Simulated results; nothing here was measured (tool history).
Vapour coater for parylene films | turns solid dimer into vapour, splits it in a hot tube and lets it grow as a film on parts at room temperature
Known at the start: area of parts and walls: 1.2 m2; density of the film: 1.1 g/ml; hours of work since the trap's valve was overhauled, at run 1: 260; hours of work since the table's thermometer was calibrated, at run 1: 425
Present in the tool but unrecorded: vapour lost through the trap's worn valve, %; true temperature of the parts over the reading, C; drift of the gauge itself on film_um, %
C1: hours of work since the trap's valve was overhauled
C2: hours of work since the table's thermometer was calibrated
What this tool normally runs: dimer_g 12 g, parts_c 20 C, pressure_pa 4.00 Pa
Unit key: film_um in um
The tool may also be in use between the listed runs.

Run 1, day 0.000: usual settings; C1 260; C2 425. Result: film_um 6.36 um.
Run 2, day 0.979: usual settings; C1 271; C2 437. Result: film_um 6.33 um.
Run 3, day 1.592: usual settings; C1 279; C2 444. Result: film_um 6.42 um.
Run 4, day 2.792: usual settings; C1 293; C2 459. Result: film_um 6.28 um.
Run 5, day 3.888: usual settings but dimer_g 6 g; C1 306; C2 472. Result: film_um 3.14 um.
Run 6, day 4.712: usual settings but dimer_g 6 g, parts_c 31 C; C1 316; C2 482. Result: film_um 2.05 um.
Run 7, day 5.229: usual settings but dimer_g 6 g, parts_c 31 C; C1 322; C2 488. Result: film_um 2.07 um.
Run 8, day 6.338: usual settings but pressure_pa 5.54 Pa; C1 336; C2 501. Result: film_um 5.93 um.
Run 9, day 7.288: usual settings but dimer_g 11 g; C1 347; C2 513. Result: film_um 5.86 um.
Run 10, day 8.521: usual settings but dimer_g 11 g; C1 362; C2 528. Result: film_um 5.79 um.
Run 11, day 9.133: usual settings but dimer_g 11 g; C1 369; C2 535. Result: film_um 5.79 um.
Run 12, day 9.721: usual settings but dimer_g 11 g; C1 376; C2 542. Result: film_um 5.82 um.
Run 13, day 10.512: usual settings but dimer_g 11 g; C1 386; C2 551. Result: film_um 5.69 um.
Run 14, day 11.075: usual settings but parts_c 16 C, pressure_pa 3.36 Pa; C1 393; C2 558. Result: film_um 7.63 um.
Run 15, day 11.733: usual settings but parts_c 21 C; C1 400; C2 566. Result: film_um 6.17 um.
At day 12.892: trap's valve overhauled.
Run 16, day 13.067: usual settings but parts_c 21 C; C1 2; C2 580. Result: film_um 6.08 um.
Run 17, day 14.033: usual settings but dimer_g 10 g, pressure_pa 10.81 Pa; C1 14; C2 592. Result: film_um 4.35 um.
Run 18, day 14.904: usual settings but dimer_g 14 g; C1 24; C2 602. Result: film_um 7.45 um.
Run 19, day 15.838: usual settings but dimer_g 11 g, pressure_pa 4.44 Pa; C1 35; C2 613. Result: film_um 5.68 um.
Run 20, day 16.588: usual settings but dimer_g 11 g, pressure_pa 3.76 Pa; C1 44; C2 622. Result: film_um 5.91 um.

Run 21 comes next. What will it give?
Run 21, day 17.767: usual settings but dimer_g 11 g, pressure_pa 3.76 Pa; C1 59; C2 637. Result: film_um ?.

Run 21 came out at film_um 5.92 um.
Without the tool's hidden state the same run would have given film_um 5.93 um.

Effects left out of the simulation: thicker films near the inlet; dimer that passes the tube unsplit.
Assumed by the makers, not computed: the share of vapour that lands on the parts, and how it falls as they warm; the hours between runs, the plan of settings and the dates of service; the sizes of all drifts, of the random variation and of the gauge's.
